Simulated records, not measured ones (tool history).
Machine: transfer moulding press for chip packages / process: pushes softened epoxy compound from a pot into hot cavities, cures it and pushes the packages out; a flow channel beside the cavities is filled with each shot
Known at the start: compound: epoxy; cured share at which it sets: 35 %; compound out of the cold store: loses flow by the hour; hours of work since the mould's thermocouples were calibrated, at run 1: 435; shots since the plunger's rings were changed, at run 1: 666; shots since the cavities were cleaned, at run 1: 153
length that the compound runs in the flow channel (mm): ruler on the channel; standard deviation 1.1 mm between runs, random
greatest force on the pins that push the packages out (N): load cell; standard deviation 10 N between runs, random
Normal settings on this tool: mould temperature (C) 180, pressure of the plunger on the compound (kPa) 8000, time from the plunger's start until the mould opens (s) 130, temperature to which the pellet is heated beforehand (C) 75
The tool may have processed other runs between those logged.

run    hour  mould temperature (C)  pressure of the plunger on the compound (kPa)  time from the plunger's start until the mould opens (s)  temperature to which the pellet is heated beforehand (C)  hours of work since the mould's thermocouples were calibrated  shots since the plunger's rings were changed  shots since the cavities were cleaned  incoming compound's hours out of the cold store  length that the compound runs in the flow channel (mm)  greatest force on the pins that push the packages out (N)
  1     0.0                    180                                           8000                                                      130                                                        75                                                            435                                           666                                    153                                             34.1                                                     662                                                        566
  2    35.0                    180                                           8000                                                      130                                                        75                                                            456                                           974                                    461                                             25.5                                                     673                                                        706
  3    56.4                    180                                           8000                                                      130                                                        75                                                            468                                          1163                                    650                                             40.3                                                     646                                                        721
       62.4  -- cavities cleaned with cleaning compound and waxed
  4    92.9                    180                                           8000                                                      130                                                        75                                                            489                                          1471                                    269                                             14.9                                                     690                                                        629
  5   117.0                    180                                           8000                                                      130                                                        75                                                            503                                          1683                                    481                                             14.7                                                     685                                                        705
      142.0  -- cavities cleaned with cleaning compound and waxed
  6   149.8                    180                                           8000                                                      166                                                        75                                                            521                                          1959                                     69                                              8.3                                                     697                                                        501
      194.6  -- mould's thermocouples calibrated
  7   198.7                    180                                           8000                                                      162                                                        75                                                              2                                          2372                                    482                                             20.3                                                     668                                                        646
      224.2  -- cavities cleaned with cleaning compound and waxed
      248.4  -- plunger's sealing rings changed
  8   254.0                    180                                           8000                                                      162                                                        75                                                             32                                            50                                    241                                             41.1                                                     655                                                        563
  9   293.7                    180                                           8000                                                      162                                                        75                                                             55                                           399                                    590                                             24.1                                                     683                                                        683
      307.5  -- cavities cleaned with cleaning compound and waxed
 10   328.7                    180                                           8000                                                      162                                                        75                                                             75                                           694                                    186                                             45.0                                                     642                                                        556
 11   360.1                    175                                           8000                                                      130                                                        75                                                             93                                           971                                    463                                             45.8                                                     650                                                        888
      389.1  -- cavities cleaned with cleaning compound and waxed
 12   393.7                    174                                           8000                                                      130                                                        75                                                            112                                          1253                                     40                                             16.4                                                     703                                                        728
 13   440.4                    180                                           8000                                                      130                                                        75                                                            139                                          1665                                    452                                             11.6                                                     694                                                        685
      445.2  -- mould's thermocouples calibrated, once more
      473.4  -- cavities cleaned with cleaning compound and waxed
 14   475.0                    180                                           8000                                                      130                                                        75                                                             16                                          1938                                     13                                             14.1                                                     684                                                        505
 15   509.2                    179                                           9970                                                      122                                                        77                                                             36                                          2240                                    315                                             42.0                                                     708                                                        662
 16   535.2                    179                                           9970                                                      122                                                        77                                                             52                                          2469                                    544                                             42.6                                                     704                                                        759
      552.7  -- cavities cleaned with cleaning compound and waxed
      571.9  -- plunger's sealing rings changed
 17   571.9                    179                                           6460                                                      162                                                        77                                                             71                                             0                                    148                                             38.8                                                     591                                                        514
 18   621.9                    177                                           8000                                                      140                                                        75                                                            100                                           440                                    588                                              9.1                                                     713                                                        734
      636.9  -- cavities cleaned with cleaning compound and waxed
 19   651.3                    175                                           8000                                                      111                                                        75                                                            116                                           685                                    126                                             35.0                                                     667                                                        849
 20   693.2                    182                                           8000                                                      130                                                        78                                                            140                                          1054                                    495                                             12.8                                                     690                                                        691
      717.2  -- cavities cleaned with cleaning compound and waxed
 21   746.1                    180                                           8000                                                      156                                                        80                                                            170                                          1507                                    255                                             11.3                                                     693                                                        544
      797.2  -- cavities cleaned with cleaning compound and waxed
 22   797.2                    180                                           8000                                                      156                                                        80                                                            199                                          1944                                      0                                             13.8                                                     680                                                        456
 23   849.7                    172                                           6500                                                      156                                                        80                                                            230                                          2406                                    462                                             17.3                                                     622                                                        765
      878.0  -- cavities cleaned with cleaning compound and waxed
 24   887.1                    174                                           8060                                                      132                                                        78                                                            251                                          2722                                     80                                             19.8                                                     681                                                        667
      896.2  -- plunger's sealing rings changed
 25   937.3                    180                                           8830                                                      169                                                        73                                                            279                                           362                                    501                                             24.3                                                     714                                                        636
      963.5  -- cavities cleaned with cleaning compound and waxed
 26   963.9                    180                                           6190                                                      117                                                        67                                                            293                                           582                                      3                                             15.4                                                     613                                                        552
 27  1005.3                    180                                           6190                                                      117                                                        67                                                            317                                           947                                    368                                             44.8                                                     560                                                        703
     1042.6  -- cavities cleaned with cleaning compound and waxed
 28  1057.2                    180                                           6190                                                      117                                                        67                                                            347                                          1391                                    129                                             36.7                                                     571                                                        614

Branching from run 28: 4 alternative next runs. What would each branch give?
  A  1083.8                    174                                           6190                                                      117                                                        67                                                            362                                          1625                                    363                                             36.2                                                       ?                                                          ?
  B  1083.8                    173                                           6040                                                      117                                                        80                                                            362                                          1625                                    363                                             25.1                                                       ?                                                          ?
  C  1083.8                    180                                           6110                                                      130                                                        78                                                            362                                          1625                                    363                                             46.9                                                       ?                                                          ?
  D  1083.8                    186                                           8000                                                      130                                                        75                                                            362                                          1625                                    363                                              8.5                                                       ?                                                          ?

run  length that the compound runs in the flow channel (mm)  greatest force on the pins that push the packages out (N)
  A                                                     582                                                        976
  B                                                     593                                                       1088
  C                                                     549                                                        647
  D                                                     684                                                        606
Stripped of hidden state, with their random variation kept, the same runs would have yielded:
run  length that the compound runs in the flow channel (mm)  greatest force on the pins that push the packages out (N)
  A                                                     596                                                        701
  B                                                     607                                                        780
  C                                                     562                                                        477
  D                                                     700                                                        449
